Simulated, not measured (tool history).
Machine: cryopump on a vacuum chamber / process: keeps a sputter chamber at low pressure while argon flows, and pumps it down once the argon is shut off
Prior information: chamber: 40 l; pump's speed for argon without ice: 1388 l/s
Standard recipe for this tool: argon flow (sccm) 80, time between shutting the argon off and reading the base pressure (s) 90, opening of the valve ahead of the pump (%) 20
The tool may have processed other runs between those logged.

run    hour  argon flow (sccm)  time between shutting the argon off and reading the base pressure (s)  opening of the valve ahead of the pump (%)  pressure while argon flows (Pa)  pressure after the wait (uPa)
  1     0.0                 80                                                                     90                                          20                           0.4907                           2.67
  2    92.6                 39                                                                     90                                          20                           0.2400                           2.71
  3   149.7                 97                                                                     90                                          20                           0.5971                           2.72
  4   234.5                 97                                                                     90                                          20                           0.5994                           2.75
  5   281.8                 80                                                                    264                                          20                           0.4946                           2.53
  6   391.5                 97                                                                    264                                          20                           0.6038                           2.59
  7   476.6                 97                                                                    264                                          20                           0.6057                           2.67
  8   582.0                 97                                                                    264                                          20                           0.6052                           2.81
  9   656.4                 97                                                                    264                                          20                           0.6079                           2.84
 10   761.4                 80                                                                     90                                          33                           0.3097                           3.34
 11   831.0                 80                                                                     90                                          20                           0.5061                           3.46
 12   937.8                 80                                                                     90                                          44                           0.2398                           3.53
 13  1003.4                 80                                                                    199                                          44                           0.2393                           3.29
     1087.1  -- pump warmed up, emptied and cooled again
 14  1113.8                 80                                                                     90                                          27                           0.3625                           3.18
 15  1213.0                 80                                                                     90                                          27                           0.3644                           3.21
 16  1279.3                 80                                                                    144                                          20                           0.4898                           2.96
 17  1333.4                 80                                                                     90                                          20                           0.4919                           3.33
 18  1434.0                120                                                                     57                                          18                           0.8252                           3.81
 19  1537.3                120                                                                     20                                          18                           0.8231                           5.39
 20  1608.8                144                                                                     38                                          50                           0.3666                           4.19
 21  1687.2                144                                                                     38                                          50                           0.3717                           4.40
 22  1785.6                144                                                                     38                                          50                           0.3702                           4.45
 23  1857.1                144                                                                     38                                          50                           0.3749                           4.54
 24  1940.5                144                                                                    271                                          50                           0.3776                           3.44

Estimate the outcome of run 25 from the log above:
 25  2006.7                141                                                                     21                                          33                                ?                              ?

{"run 25": {"pressure while argon flows (Pa)": 0.5509, "pressure after the wait (uPa)": 5.62}}
Minus the tool's unlogged condition, the same run would have read pressure while argon flows (Pa) 0.5229, pressure after the wait (uPa) 2.47.
